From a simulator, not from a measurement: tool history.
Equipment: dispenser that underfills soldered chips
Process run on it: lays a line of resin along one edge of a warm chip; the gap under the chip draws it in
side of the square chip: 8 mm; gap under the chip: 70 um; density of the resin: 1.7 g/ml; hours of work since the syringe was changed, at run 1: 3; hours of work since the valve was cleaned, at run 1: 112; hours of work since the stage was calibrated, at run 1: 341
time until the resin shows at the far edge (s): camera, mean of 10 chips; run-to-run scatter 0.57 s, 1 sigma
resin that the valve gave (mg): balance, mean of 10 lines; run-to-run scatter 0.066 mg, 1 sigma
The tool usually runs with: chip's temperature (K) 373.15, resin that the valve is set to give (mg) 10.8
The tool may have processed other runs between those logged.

run   hour  chip's temperature (K)  resin that the valve is set to give (mg)  hours of work since the syringe was changed  hours of work since the valve was cleaned  hours of work since the stage was calibrated  time until the resin shows at the far edge (s)  resin that the valve gave (mg)
  1      0                  373.15                                      10.8                                            3                                        112                                           341                                              60                           10.36
       6.9  -- new syringe of resin
      16.7  -- new syringe of resin
  2   16.7                  383.15                                      10.8                                            0                                        125                                           354                                            38.8                           10.26
      27.2  -- new syringe of resin
  3   29.3                  383.15                                      10.8                                            2                                        134                                           363                                            41.9                           10.18
        37  -- stage's temperature calibrated
      38.1  -- new syringe of resin
  4   46.1                  373.15                                      13.4                                            6                                        146                                             7                                              67                            12.7
      48.7  -- new syringe of resin
      51.7  -- dispensing valve cleaned and set on the balance
        60  -- new syringe of resin
  5   64.1                  373.15                                      13.4                                            3                                          9                                            20                                            56.7                           13.31
      69.8  -- new syringe of resin
  6   76.6                  373.15                                      13.4                                            5                                         19                                            29                                            63.7                           13.42
      79.8  -- new syringe of resin
  7   87.1                  373.15                                      13.4                                            6                                         27                                            37                                            64.2                           13.27
      90.2  -- new syringe of resin
  8   98.9                  373.15                                      13.4                                            7                                         36                                            46                                            67.9                            12.9
     100.5  -- new syringe of resin
     110.7  -- new syringe of resin
  9    114                  373.15                                      13.9                                            3                                         47                                            57                                            53.7                           13.57
     120.9  -- new syringe of resin
 10  128.8                  373.15                                      13.9                                            6                                         58                                            68                                            66.1                            13.5
     131.5  -- new syringe of resin
 11  136.8                  373.15                                      13.9                                            4                                         64                                            74                                            59.2                           13.44
     141.5  -- new syringe of resin
 12  147.6                  373.15                                      10.8                                            5                                         72                                            83                                            63.8                           10.59
       152  -- new syringe of resin
 13  159.5                  373.15                                      10.8                                            6                                         81                                            92                                            68.5                           10.47
     162.5  -- new syringe of resin
     172.5  -- new syringe of resin
 14  172.8                  373.15                                      10.8                                            0                                         91                                           101                                            50.3                           10.44
 15  180.7                  373.15                                        12                                            6                                         97                                           108                                              68                           11.42
     182.2  -- new syringe of resin
 16  190.3                  373.15                                        12                                            6                                        105                                           115                                              67                           11.44
     192.1  -- new syringe of resin
     201.9  -- new syringe of resin
 17  204.3                  373.15                                        12                                            2                                        115                                           125                                            53.7                            11.4
     211.6  -- new syringe of resin
 18  215.4                  378.15                                      12.6                                            3                                        123                                           134                                            47.8                           11.85
     221.4  -- new syringe of resin
       231  -- new syringe of resin
 19  232.2                  378.15                                      12.6                                            1                                        136                                           146                                            42.5                           11.87
     240.8  -- new syringe of resin
 20  249.1                  378.15                                      12.6                                            6                                        149                                           159                                            58.4                           11.85
     250.9  -- dispensing valve cleaned and set on the balance
     252.5  -- new syringe of resin
 21  260.5                  387.15                                      10.8                                            6                                          7                                           167                                            45.9                           10.83
     263.1  -- new syringe of resin
 22  268.7                  361.15                                      10.8                                            4                                         13                                           173                                            93.8                           10.71
     272.9  -- new syringe of resin
 23  280.4                  366.15                                      10.9                                            6                                         22                                           182                                            85.5                           10.81
       283  -- new syringe of resin
     292.7  -- new syringe of resin
 24  296.5                  379.15                                      11.7                                            3                                         34                                           194                                            47.3                            11.6
     302.5  -- new syringe of resin
     312.4  -- new syringe of resin
 25  312.9                  381.15                                      12.9                                            0                                         46                                           206                                            37.8                           12.74
 26  320.9                  362.15                                      12.2                                            7                                         53                                           212                                           100.1                           11.99
     322.5  -- new syringe of resin
     332.2  -- new syringe of resin
 27  334.7                  362.15                                      12.2                                            2                                         63                                           223                                            79.6                           11.94
     342.2  -- new syringe of resin
 28  350.4                  363.15                                      12.4                                            6                                         75                                           234                                            98.3                           12.06
     352.1  -- new syringe of resin
 29  359.3                  379.15                                      13.2                                            6                                         82                                           241                                            54.2                           12.85
     361.9  -- new syringe of resin
     371.7  -- new syringe of resin
 30  375.9                  379.15                                      13.2                                            3                                         94                                           254                                            47.9                            12.8
     382.3  -- new syringe of resin
 31  386.8                  373.15                                        12                                            4                                        102                                           262                                            61.1                            11.5
       392  -- new syringe of resin
 32  394.9                  373.15                                        12                                            2                                        108                                           268                                            56.4                            11.5
       402  -- new syringe of resin
 33  410.9                  373.15                                        12                                            7                                        120                                           280                                            73.8                           11.58

Alternative continuations, all from the tool just after run 33; predict every row:
     412.4  -- new syringe of resin
  A  418.2                  361.15                                        12                                            5                                        126                                           286                                               ?                               ?
     412.4  -- new syringe of resin
  B  418.2                  376.15                                      12.8                                            5                                        126                                           286                                               ?                               ?
     412.4  -- new syringe of resin
  C  418.2                  373.15                                       9.4                                            5                                        126                                           286                                               ?                               ?

run  time until the resin shows at the far edge (s)  resin that the valve gave (mg)
  A                                            95.7                           11.46
  B                                            57.2                           12.17
  C                                            68.6                            8.89
Had the tool no hidden state, the same runs would have come out as:
run  time until the resin shows at the far edge (s)  resin that the valve gave (mg)
  A                                            70.4                           12.06
  B                                            42.3                            12.8
  C                                            49.8                            9.36
